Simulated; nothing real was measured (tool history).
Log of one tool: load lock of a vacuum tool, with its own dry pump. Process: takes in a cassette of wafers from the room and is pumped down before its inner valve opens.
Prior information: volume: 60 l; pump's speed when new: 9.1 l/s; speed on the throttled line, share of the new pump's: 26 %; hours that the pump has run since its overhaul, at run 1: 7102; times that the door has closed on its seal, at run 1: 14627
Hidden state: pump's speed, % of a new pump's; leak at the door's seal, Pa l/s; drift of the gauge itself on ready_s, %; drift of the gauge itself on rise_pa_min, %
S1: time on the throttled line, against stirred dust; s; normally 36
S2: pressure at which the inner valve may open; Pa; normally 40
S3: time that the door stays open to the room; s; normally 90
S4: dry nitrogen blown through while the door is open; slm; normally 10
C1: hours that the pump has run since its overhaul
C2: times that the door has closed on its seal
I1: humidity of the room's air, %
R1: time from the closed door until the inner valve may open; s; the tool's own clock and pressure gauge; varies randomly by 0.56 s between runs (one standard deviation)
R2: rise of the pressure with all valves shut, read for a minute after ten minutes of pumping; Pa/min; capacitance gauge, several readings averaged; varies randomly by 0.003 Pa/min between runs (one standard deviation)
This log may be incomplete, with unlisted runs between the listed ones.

| run | day | S1 | S2 | S3 | S4 | C1 | C2 | I1 | R1 | R2 |
|---|---|---|---|---|---|---|---|---|---|---|
| 1 | 0 | 36 | 40 | 90 | 10 | 7102 | 14627 | 45.5 | 82.3 | 0.403 |
| 2 | 9.271 | 36 | 32 | 90 | 10 | 7325 | 15714 | 44.3 | 84.3 | 0.447 |
| 3 | 15.633 | 36 | 32 | 90 | 10 | 7477 | 16459 | 43 | 85.2 | 0.475 |
| 4 | 24.9 | 36 | 32 | 90 | 10 | 7700 | 17545 | 43.3 | 85.3 | 0.524 |
| 5 | 32.275 | 36 | 32 | 90 | 10 | 7877 | 18409 | 45.7 | 84.7 | 0.559 |
| 6 | 41.429 | 36 | 32 | 90 | 10 | 8096 | 19482 | 44.4 | 84.6 | 0.621 |
| 7 | 51.771 | 36 | 32 | 90 | 10 | 8345 | 20693 | 46.4 | 86.2 | 0.68 |
|  | 57.971 | door's seal changed, seat wiped |
| 8 | 60.025 | 36 | 32 | 90 | 10 | 8541 | 240 | 46 | 85.3 | 0.055 |
| 9 | 67.188 | 36 | 32 | 90 | 10 | 8713 | 1080 | 41.6 | 85.2 | 0.062 |
| 10 | 77.804 | 36 | 32 | 237 | 10 | 8968 | 2324 | 47.5 | 85.2 | 0.106 |
| 11 | 86.071 | 36 | 32 | 237 | 10 | 9166 | 3292 | 43.9 | 86.5 | 0.112 |
| 12 | 95.929 | 36 | 32 | 237 | 10 | 9403 | 4448 | 44.1 | 86.3 | 0.13 |
| 13 | 102.558 | 36 | 32 | 237 | 10 | 9562 | 5224 | 44.2 | 87.2 | 0.144 |
| 14 | 109.738 | 36 | 32 | 237 | 10 | 9734 | 6065 | 44.9 | 86.4 | 0.164 |
| 15 | 119.921 | 36 | 50 | 90 | 10 | 9979 | 7259 | 47.4 | 81.9 | 0.174 |
| 16 | 124.792 | 66 | 30 | 217 | 18 | 10096 | 7829 | 47.1 | 107.3 | 0.194 |
| 17 | 132.958 | 66 | 30 | 217 | 18 | 10292 | 8787 | 46 | 108.8 | 0.228 |
| 18 | 142.167 | 66 | 30 | 217 | 18 | 10513 | 9865 | 47.4 | 109.2 | 0.256 |
| 19 | 152.25 | 36 | 40 | 47 | 10 | 10755 | 11047 | 45.8 | 84.2 | 0.264 |
| 20 | 158.854 | 43 | 31 | 47 | 10 | 10913 | 11821 | 45.9 | 91.6 | 0.291 |
| 21 | 167.096 | 43 | 31 | 47 | 10 | 11111 | 12787 | 45.7 | 92 | 0.322 |

What will run 22 give?
| 22 | 177.404 | 43 | 31 | 47 | 10 | 11358 | 13994 | 46.9 | ? | ? |

For run 22 the tool returned R1 92.6 s, R2 0.378 Pa/min.
With the hidden condition absent and the run-to-run variation left alone, this run would have shown R1 86.3 s, R2 0.047 Pa/min.

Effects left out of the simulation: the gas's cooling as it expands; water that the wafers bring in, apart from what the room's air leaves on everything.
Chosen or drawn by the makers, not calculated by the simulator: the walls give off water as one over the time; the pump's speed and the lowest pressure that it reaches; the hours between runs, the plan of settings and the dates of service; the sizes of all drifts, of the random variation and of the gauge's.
